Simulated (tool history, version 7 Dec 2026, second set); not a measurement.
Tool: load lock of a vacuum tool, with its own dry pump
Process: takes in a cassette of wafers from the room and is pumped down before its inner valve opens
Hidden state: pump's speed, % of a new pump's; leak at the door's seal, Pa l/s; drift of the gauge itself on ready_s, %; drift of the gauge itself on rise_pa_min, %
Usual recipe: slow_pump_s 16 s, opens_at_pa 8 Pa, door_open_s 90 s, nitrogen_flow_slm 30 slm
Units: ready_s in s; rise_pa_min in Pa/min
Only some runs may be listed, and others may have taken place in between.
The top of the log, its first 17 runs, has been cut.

| run | day | slow_pump_s | opens_at_pa | door_open_s | nitrogen_flow_slm | hours that the pump has run since its overhaul | times that the door has closed on its seal | incoming humidity of the room's air, % | ready_s | rise_pa_min |
|---|---|---|---|---|---|---|---|---|---|---|
| 18 | 139.754 | 12 | 13 | 90 | 30 | 5697 | 19525 | 41.9 | 26.0 | 0.146 |
| 19 | 148.038 | 12 | 13 | 90 | 30 | 5895 | 19968 | 44.4 | 26.6 | 0.155 |
| 20 | 153.388 | 16 | 15 | 172 | 30 | 6024 | 20253 | 44.0 | 28.9 | 0.172 |
| 21 | 158.417 | 16 | 15 | 172 | 30 | 6145 | 20522 | 41.7 | 29.3 | 0.172 |
| 22 | 163.267 | 9 | 14 | 90 | 30 | 6261 | 20781 | 40.8 | 24.7 | 0.156 |
| 23 | 171.858 | 16 | 15 | 90 | 30 | 6467 | 21239 | 45.5 | 29.6 | 0.169 |
| 24 | 183.908 | 16 | 15 | 90 | 30 | 6756 | 21883 | 44.8 | 28.3 | 0.166 |
| 25 | 193.133 | 14 | 9 | 27 | 11 | 6978 | 22375 | 46.3 | 28.5 | 0.174 |
| 26 | 200.058 | 16 | 13 | 90 | 25 | 7144 | 22745 | 44.7 | 29.6 | 0.181 |
| 27 | 210.046 | 16 | 13 | 66 | 18 | 7384 | 23278 | 48.0 | 29.6 | 0.190 |
| 28 | 215.579 | 13 | 7 | 98 | 30 | 7516 | 23574 | 46.7 | 28.3 | 0.185 |
| 29 | 220.625 | 21 | 14 | 29 | 30 | 7638 | 23843 | 44.9 | 32.8 | 0.164 |
| 30 | 228.454 | 21 | 14 | 29 | 30 | 7825 | 24261 | 48.0 | 33.1 | 0.180 |
| 31 | 238.792 | 28 | 7 | 90 | 30 | 8073 | 24813 | 44.8 | 38.4 | 0.197 |
| 32 | 247.958 | 28 | 9 | 90 | 30 | 8294 | 25303 | 43.5 | 38.8 | 0.201 |
| 33 | 257.842 | 16 | 8 | 90 | 31 | 8531 | 25830 | 43.8 | 30.3 | 0.203 |

Predict the results of run 34:
| 34 | 269.829 | 16 | 9 | 43 | 30 | 8818 | 26471 | 47.1 | ? | ? |

Run 34 produced ready_s 30.8 s, rise_pa_min 0.198 Pa/min.
Without the tool's hidden state the same run would have given ready_s 29.4 s, rise_pa_min 0.052 Pa/min.

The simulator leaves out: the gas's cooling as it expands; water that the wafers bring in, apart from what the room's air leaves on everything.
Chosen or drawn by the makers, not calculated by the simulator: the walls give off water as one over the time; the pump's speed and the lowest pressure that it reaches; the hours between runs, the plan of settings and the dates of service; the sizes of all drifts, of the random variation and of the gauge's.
